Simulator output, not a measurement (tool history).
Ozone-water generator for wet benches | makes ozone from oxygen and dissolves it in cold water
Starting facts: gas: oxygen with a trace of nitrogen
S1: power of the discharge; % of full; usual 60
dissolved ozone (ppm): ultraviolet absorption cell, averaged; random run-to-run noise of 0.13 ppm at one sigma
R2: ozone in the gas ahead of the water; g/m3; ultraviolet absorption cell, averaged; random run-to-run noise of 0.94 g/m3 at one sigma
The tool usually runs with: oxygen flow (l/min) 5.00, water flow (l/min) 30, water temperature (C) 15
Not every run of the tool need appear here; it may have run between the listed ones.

{"run": 1, "hour": 0.0, "S1": 60, "oxygen flow (l/min)": 5.0, "water flow (l/min)": 30, "water temperature (C)": 15, "dissolved ozone (ppm)": 14.9, "R2": 159.1}
{"run": 2, "hour": 41.8, "S1": 60, "oxygen flow (l/min)": 5.0, "water flow (l/min)": 30, "water temperature (C)": 15, "dissolved ozone (ppm)": 15.0, "R2": 158.2}
{"hour": 53.2, "done": "contactor cleaned"}
{"run": 3, "hour": 74.9, "S1": 60, "oxygen flow (l/min)": 5.0, "water flow (l/min)": 30, "water temperature (C)": 15, "dissolved ozone (ppm)": 14.8, "R2": 158.4}
{"run": 4, "hour": 107.3, "S1": 60, "oxygen flow (l/min)": 5.0, "water flow (l/min)": 30, "water temperature (C)": 15, "dissolved ozone (ppm)": 14.9, "R2": 159.3}
{"run": 5, "hour": 140.4, "S1": 60, "oxygen flow (l/min)": 5.0, "water flow (l/min)": 30, "water temperature (C)": 11, "dissolved ozone (ppm)": 15.5, "R2": 158.8}
{"run": 6, "hour": 163.1, "S1": 60, "oxygen flow (l/min)": 5.0, "water flow (l/min)": 30, "water temperature (C)": 11, "dissolved ozone (ppm)": 15.5, "R2": 159.9}
{"run": 7, "hour": 194.8, "S1": 60, "oxygen flow (l/min)": 5.0, "water flow (l/min)": 30, "water temperature (C)": 15, "dissolved ozone (ppm)": 15.0, "R2": 159.8}
{"run": 8, "hour": 237.1, "S1": 60, "oxygen flow (l/min)": 5.0, "water flow (l/min)": 44, "water temperature (C)": 15, "dissolved ozone (ppm)": 10.6, "R2": 158.5}
{"run": 9, "hour": 260.9, "S1": 52, "oxygen flow (l/min)": 5.0, "water flow (l/min)": 30, "water temperature (C)": 15, "dissolved ozone (ppm)": 13.4, "R2": 143.3}
{"run": 10, "hour": 295.7, "S1": 52, "oxygen flow (l/min)": 5.0, "water flow (l/min)": 30, "water temperature (C)": 15, "dissolved ozone (ppm)": 13.3, "R2": 142.2}
{"run": 11, "hour": 315.7, "S1": 60, "oxygen flow (l/min)": 5.0, "water flow (l/min)": 30, "water temperature (C)": 16, "dissolved ozone (ppm)": 14.8, "R2": 157.3}
{"run": 12, "hour": 346.7, "S1": 60, "oxygen flow (l/min)": 5.0, "water flow (l/min)": 30, "water temperature (C)": 16, "dissolved ozone (ppm)": 14.7, "R2": 158.0}
{"run": 13, "hour": 377.6, "S1": 95, "oxygen flow (l/min)": 2.62, "water flow (l/min)": 33, "water temperature (C)": 9, "dissolved ozone (ppm)": 16.4, "R2": 293.4}
{"run": 14, "hour": 418.6, "S1": 47, "oxygen flow (l/min)": 4.44, "water flow (l/min)": 36, "water temperature (C)": 17, "dissolved ozone (ppm)": 10.1, "R2": 141.0}
{"run": 15, "hour": 443.6, "S1": 47, "oxygen flow (l/min)": 4.44, "water flow (l/min)": 38, "water temperature (C)": 17, "dissolved ozone (ppm)": 9.9, "R2": 141.7}
{"run": 16, "hour": 482.1, "S1": 47, "oxygen flow (l/min)": 4.44, "water flow (l/min)": 38, "water temperature (C)": 17, "dissolved ozone (ppm)": 10.1, "R2": 140.3}
{"run": 17, "hour": 525.0, "S1": 85, "oxygen flow (l/min)": 5.0, "water flow (l/min)": 31, "water temperature (C)": 12, "dissolved ozone (ppm)": 18.9, "R2": 195.6}
{"run": 18, "hour": 556.5, "S1": 85, "oxygen flow (l/min)": 5.0, "water flow (l/min)": 31, "water temperature (C)": 12, "dissolved ozone (ppm)": 18.6, "R2": 194.4}
{"hour": 571.5, "done": "gauge calibrated"}
{"run": 19, "hour": 592.0, "S1": 60, "oxygen flow (l/min)": 5.0, "water flow (l/min)": 38, "water temperature (C)": 15, "dissolved ozone (ppm)": 12.1, "R2": 159.2}
{"hour": 605.6, "done": "water thermometer calibrated"}
{"run": 20, "hour": 619.4, "S1": 60, "oxygen flow (l/min)": 5.0, "water flow (l/min)": 38, "water temperature (C)": 15, "dissolved ozone (ppm)": 12.1, "R2": 157.6}
{"run": 21, "hour": 654.9, "S1": 42, "oxygen flow (l/min)": 4.59, "water flow (l/min)": 25, "water temperature (C)": 15, "dissolved ozone (ppm)": 13.3, "R2": 132.2}
{"run": 22, "hour": 675.6, "S1": 42, "oxygen flow (l/min)": 4.59, "water flow (l/min)": 25, "water temperature (C)": 15, "dissolved ozone (ppm)": 13.6, "R2": 131.7}
{"run": 23, "hour": 696.8, "S1": 42, "oxygen flow (l/min)": 4.59, "water flow (l/min)": 25, "water temperature (C)": 18, "dissolved ozone (ppm)": 13.2, "R2": 130.3}
{"run": 24, "hour": 740.9, "S1": 45, "oxygen flow (l/min)": 5.0, "water flow (l/min)": 40, "water temperature (C)": 15, "dissolved ozone (ppm)": 9.6, "R2": 130.7}

Branching from run 24: 3 alternative next runs. What would each branch give?
{"run": "A", "hour": 778.0, "S1": 45, "oxygen flow (l/min)": 5.87, "water flow (l/min)": 37, "water temperature (C)": 14, "dissolved ozone (ppm)": "?", "R2": "?"}
{"run": "B", "hour": 778.0, "S1": 90, "oxygen flow (l/min)": 5.0, "water flow (l/min)": 18, "water temperature (C)": 8, "dissolved ozone (ppm)": "?", "R2": "?"}
{"run": "C", "hour": 778.0, "S1": 60, "oxygen flow (l/min)": 5.0, "water flow (l/min)": 28, "water temperature (C)": 15, "dissolved ozone (ppm)": "?", "R2": "?"}

run=A dissolved_ozone_(ppm)=10.6 R2=119.4
run=B dissolved_ozone_(ppm)=32.0 R2=206.5
run=C dissolved_ozone_(ppm)=15.7 R2=156.9
What these runs would have given with no unlogged condition in the tool:
run=A dissolved_ozone_(ppm)=10.6 R2=120.8
run=B dissolved_ozone_(ppm)=32.0 R2=208.8
run=C dissolved_ozone_(ppm)=15.7 R2=158.7
